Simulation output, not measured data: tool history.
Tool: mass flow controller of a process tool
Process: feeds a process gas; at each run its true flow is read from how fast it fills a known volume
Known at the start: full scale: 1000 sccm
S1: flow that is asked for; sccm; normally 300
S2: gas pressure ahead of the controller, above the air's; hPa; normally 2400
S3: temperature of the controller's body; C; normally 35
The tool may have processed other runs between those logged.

run 1 day=0.000 | S1=300 S2=2400 S3=35 | true_flow_(%)=100.70
run 2 day=3.475 | S1=923 S2=2400 S3=35 | true_flow_(%)=101.29
run 3 day=7.462 | S1=923 S2=2400 S3=35 | true_flow_(%)=101.36
run 4 day=10.254 | S1=923 S2=2400 S3=35 | true_flow_(%)=101.18
run 5 day=12.267 | S1=923 S2=2400 S3=35 | true_flow_(%)=101.60
run 6 day=16.325 | S1=300 S2=2400 S3=35 | true_flow_(%)=101.17
run 7 day=18.325 | S1=300 S2=2400 S3=35 | true_flow_(%)=101.05

Run 8, settings as shown, results not yet in. Your forecast:
run 8 day=22.150 | S1=300 S2=2400 S3=35 | true_flow_(%)=?

Run 8 came out at true flow (%) 101.31.
Were there no unlogged condition in the tool, this run, its random variation unchanged, would have produced true flow (%) 100.95.
